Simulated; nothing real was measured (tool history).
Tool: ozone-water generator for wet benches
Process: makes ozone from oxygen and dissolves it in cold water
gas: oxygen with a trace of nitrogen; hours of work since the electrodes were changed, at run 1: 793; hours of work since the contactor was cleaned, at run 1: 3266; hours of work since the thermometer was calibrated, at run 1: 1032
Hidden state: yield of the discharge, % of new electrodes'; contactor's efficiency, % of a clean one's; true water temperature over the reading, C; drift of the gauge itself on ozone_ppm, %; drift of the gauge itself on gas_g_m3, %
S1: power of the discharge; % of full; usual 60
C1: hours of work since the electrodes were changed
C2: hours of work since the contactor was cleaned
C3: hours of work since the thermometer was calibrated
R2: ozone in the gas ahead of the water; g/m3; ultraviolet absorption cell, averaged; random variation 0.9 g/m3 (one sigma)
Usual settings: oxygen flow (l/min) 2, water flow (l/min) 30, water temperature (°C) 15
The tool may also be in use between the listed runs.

run 1 day=0 | S1=60 oxygen_flow_(l/min)=2 water_flow_(l/min)=30 water_temperature_(°C)=15 | C1=793 C2=3266 C3=1032 | dissolved_ozone_(ppm)=4.4 R2=145.4
run 2 day=0.871 | S1=60 oxygen_flow_(l/min)=2 water_flow_(l/min)=30 water_temperature_(°C)=15 | C1=811 C2=3284 C3=1050 | dissolved_ozone_(ppm)=4.5 R2=147.7
run 3 day=1.583 | S1=60 oxygen_flow_(l/min)=2 water_flow_(l/min)=30 water_temperature_(°C)=15 | C1=826 C2=3299 C3=1065 | dissolved_ozone_(ppm)=4.6 R2=146.9
run 4 day=2.825 | S1=60 oxygen_flow_(l/min)=2 water_flow_(l/min)=30 water_temperature_(°C)=15 | C1=851 C2=3325 C3=1091 | dissolved_ozone_(ppm)=4.8 R2=147.9
run 5 day=3.633 | S1=60 oxygen_flow_(l/min)=2 water_flow_(l/min)=30 water_temperature_(°C)=15 | C1=868 C2=3342 C3=1108 | dissolved_ozone_(ppm)=4.7 R2=146.3
run 6 day=4.358 | S1=60 oxygen_flow_(l/min)=2 water_flow_(l/min)=30 water_temperature_(°C)=15 | C1=883 C2=3357 C3=1123 | dissolved_ozone_(ppm)=4.5 R2=146.7
run 7 day=5.479 | S1=60 oxygen_flow_(l/min)=2 water_flow_(l/min)=30 water_temperature_(°C)=15 | C1=907 C2=3380 C3=1146 | dissolved_ozone_(ppm)=4.7 R2=145.8
run 8 day=6.479 | S1=60 oxygen_flow_(l/min)=2 water_flow_(l/min)=30 water_temperature_(°C)=15 | C1=927 C2=3401 C3=1167 | dissolved_ozone_(ppm)=4.5 R2=147.5
run 9 day=7.575 | S1=60 oxygen_flow_(l/min)=2 water_flow_(l/min)=30 water_temperature_(°C)=15 | C1=950 C2=3424 C3=1190 | dissolved_ozone_(ppm)=4.5 R2=145.5
run 10 day=8.188 | S1=60 oxygen_flow_(l/min)=2 water_flow_(l/min)=30 water_temperature_(°C)=15 | C1=963 C2=3436 C3=1202 | dissolved_ozone_(ppm)=4.4 R2=146.9
run 11 day=9.529 | S1=60 oxygen_flow_(l/min)=2 water_flow_(l/min)=30 water_temperature_(°C)=15 | C1=991 C2=3464 C3=1230 | dissolved_ozone_(ppm)=4.5 R2=144.4
run 12 day=10.796 | S1=60 oxygen_flow_(l/min)=2 water_flow_(l/min)=30 water_temperature_(°C)=10 | C1=1017 C2=3491 C3=1257 | dissolved_ozone_(ppm)=4.6 R2=147.1
run 13 day=11.883 | S1=60 oxygen_flow_(l/min)=2 water_flow_(l/min)=41 water_temperature_(°C)=10 | C1=1040 C2=3513 C3=1279 | dissolved_ozone_(ppm)=3.4 R2=146.2
run 14 day=13.046 | S1=60 oxygen_flow_(l/min)=2 water_flow_(l/min)=41 water_temperature_(°C)=10 | C1=1064 C2=3537 C3=1303 | dissolved_ozone_(ppm)=3.3 R2=146.6
run 15 day=13.629 | S1=60 oxygen_flow_(l/min)=2 water_flow_(l/min)=41 water_temperature_(°C)=10 | C1=1076 C2=3550 C3=1316 | dissolved_ozone_(ppm)=3.4 R2=145.6
run 16 day=14.625 | S1=80 oxygen_flow_(l/min)=2 water_flow_(l/min)=41 water_temperature_(°C)=10 | C1=1097 C2=3570 C3=1336 | dissolved_ozone_(ppm)=3.9 R2=169.3
run 17 day=15.842 | S1=80 oxygen_flow_(l/min)=2 water_flow_(l/min)=41 water_temperature_(°C)=10 | C1=1122 C2=3596 C3=1362 | dissolved_ozone_(ppm)=3.8 R2=168.9
run 18 day=16.517 | S1=80 oxygen_flow_(l/min)=2 water_flow_(l/min)=41 water_temperature_(°C)=10 | C1=1136 C2=3610 C3=1376 | dissolved_ozone_(ppm)=3.9 R2=171.4
run 19 day=17.221 | S1=80 oxygen_flow_(l/min)=2 water_flow_(l/min)=41 water_temperature_(°C)=10 | C1=1151 C2=3624 C3=1390 | dissolved_ozone_(ppm)=4 R2=169.7
run 20 day=17.912 | S1=73 oxygen_flow_(l/min)=1.54 water_flow_(l/min)=30 water_temperature_(°C)=15 | C1=1165 C2=3639 C3=1405 | dissolved_ozone_(ppm)=4.6 R2=187.8
run 21 day=18.646 | S1=73 oxygen_flow_(l/min)=1.54 water_flow_(l/min)=30 water_temperature_(°C)=15 | C1=1181 C2=3654 C3=1420 | dissolved_ozone_(ppm)=4.7 R2=186.1
run 22 day=19.746 | S1=60 oxygen_flow_(l/min)=1.52 water_flow_(l/min)=30 water_temperature_(°C)=20 | C1=1203 C2=3677 C3=1443 | dissolved_ozone_(ppm)=4.1 R2=171
run 23 day=20.883 | S1=46 oxygen_flow_(l/min)=3.12 water_flow_(l/min)=30 water_temperature_(°C)=20 | C1=1227 C2=3700 C3=1466 | dissolved_ozone_(ppm)=4.2 R2=97.1
run 24 day=22.242 | S1=85 oxygen_flow_(l/min)=3.12 water_flow_(l/min)=44 water_temperature_(°C)=8 | C1=1255 C2=3729 C3=1495 | dissolved_ozone_(ppm)=4.1 R2=134.2
run 25 day=22.996 | S1=57 oxygen_flow_(l/min)=2.16 water_flow_(l/min)=20 water_temperature_(°C)=21 | C1=1271 C2=3744 C3=1510 | dissolved_ozone_(ppm)=6.2 R2=135.9
run 26 day=23.771 | S1=47 oxygen_flow_(l/min)=2.69 water_flow_(l/min)=20 water_temperature_(°C)=21 | C1=1287 C2=3760 C3=1526 | dissolved_ozone_(ppm)=5.9 R2=107.8
run 27 day=24.954 | S1=40 oxygen_flow_(l/min)=1.45 water_flow_(l/min)=38 water_temperature_(°C)=14 | C1=1312 C2=3785 C3=1551 | dissolved_ozone_(ppm)=2.5 R2=139.9
run 28 day=26.275 | S1=48 oxygen_flow_(l/min)=1.36 water_flow_(l/min)=30 water_temperature_(°C)=15 | C1=1339 C2=3813 C3=1579 | dissolved_ozone_(ppm)=3.7 R2=162.5
run 29 day=27.546 | S1=48 oxygen_flow_(l/min)=2.66 water_flow_(l/min)=42 water_temperature_(°C)=15 | C1=1366 C2=3839 C3=1605 | dissolved_ozone_(ppm)=3 R2=108.7
run 30 day=28.95 | S1=48 oxygen_flow_(l/min)=2.66 water_flow_(l/min)=42 water_temperature_(°C)=15 | C1=1395 C2=3868 C3=1634 | dissolved_ozone_(ppm)=3 R2=108.6
run 31 day=30.317 | S1=80 oxygen_flow_(l/min)=1.91 water_flow_(l/min)=30 water_temperature_(°C)=15 | C1=1423 C2=3897 C3=1663 | dissolved_ozone_(ppm)=5.1 R2=172.1
run 32 day=31.646 | S1=49 oxygen_flow_(l/min)=1.31 water_flow_(l/min)=30 water_temperature_(°C)=18 | C1=1451 C2=3924 C3=1690 | dissolved_ozone_(ppm)=3.6 R2=166.7

Hidden state or all else? Some run-to-run changes of dissolved ozone (ppm), split into what the settings, what came in and random variation would give without the hidden state, and what is left for the hidden state (with any gauge scatter that isn't in both results):
Run 24 -> 25: S1 85 -> 57, oxygen flow (l/min) 3.12 -> 2.16, water flow (l/min) 44 -> 20, water temperature (°C) 8 -> 21. dissolved ozone (ppm) +2.1: hidden state -0.1, all else +2.2.
Run 26 -> 27: S1 47 -> 40, oxygen flow (l/min) 2.69 -> 1.45, water flow (l/min) 20 -> 38, water temperature (°C) 21 -> 14. dissolved ozone (ppm) -3.4: hidden state +0.4, all else -3.8.
Run 30 -> 31: S1 48 -> 80, oxygen flow (l/min) 2.66 -> 1.91, water flow (l/min) 42 -> 30. dissolved ozone (ppm) +2.1: hidden state -0.2, all else +2.3.
Run 31 -> 32: S1 80 -> 49, oxygen flow (l/min) 1.91 -> 1.31, water temperature (°C) 15 -> 18. dissolved ozone (ppm) -1.5: hidden state +0.3, all else -1.8.

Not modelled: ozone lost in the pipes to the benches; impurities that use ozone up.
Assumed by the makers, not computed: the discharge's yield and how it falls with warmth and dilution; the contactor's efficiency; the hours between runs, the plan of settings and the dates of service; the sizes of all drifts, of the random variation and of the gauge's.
